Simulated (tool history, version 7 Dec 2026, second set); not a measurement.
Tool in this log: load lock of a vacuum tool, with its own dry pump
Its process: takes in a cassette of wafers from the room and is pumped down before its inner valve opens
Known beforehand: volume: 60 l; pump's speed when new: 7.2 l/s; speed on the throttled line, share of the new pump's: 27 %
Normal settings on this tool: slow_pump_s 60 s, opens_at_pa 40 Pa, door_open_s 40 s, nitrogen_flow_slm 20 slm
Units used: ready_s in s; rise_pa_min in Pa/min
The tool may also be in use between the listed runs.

run    hour  slow_pump_s  opens_at_pa  door_open_s  nitrogen_flow_slm  incoming humidity of the room's air, %  ready_s  rise_pa_min
  1       0           60           40           40                 20                                    44.4    108.1         0.02
  2     630           60           40           40                 20                                      47    108.9        0.016
  3  1283.5           60           40           56                 20                                    43.1    109.5        0.014
  4    1656           60           40           56                 20                                    43.8    110.4         0.02
  5  2213.7           60           40           56                 20                                    44.1    109.7        0.017
  6  2517.1           60           40           54                  6                                    42.2      110        0.021
  7  2842.5           60           40           69                  6                                    44.1    109.2        0.027
  8  3304.9           60           34           74                 20                                    44.1    110.9        0.022
  9  3622.3           60           34          118                 20                                    45.7    111.9         0.03
 10  4086.3           53           34          118                 20                                    45.1    105.4        0.034

Branching from run 10: 3 alternative next runs. What would each branch give?
  A  4685.7           36           47          118                 12                                    44.6        ?            ?
  B  4685.7           53           34           87                 20                                    45.9        ?            ?
  C  4685.7           60           40          132                 20                                    43.2        ?            ?

run  ready_s  rise_pa_min
  A     90.1        0.038
  B    105.2        0.028
  C    107.8        0.035
Take away the tool's hidden state, keep each run's random variation, and the runs would have read:
run  ready_s  rise_pa_min
  A       90        0.038
  B    105.2        0.028
  C    107.7        0.035

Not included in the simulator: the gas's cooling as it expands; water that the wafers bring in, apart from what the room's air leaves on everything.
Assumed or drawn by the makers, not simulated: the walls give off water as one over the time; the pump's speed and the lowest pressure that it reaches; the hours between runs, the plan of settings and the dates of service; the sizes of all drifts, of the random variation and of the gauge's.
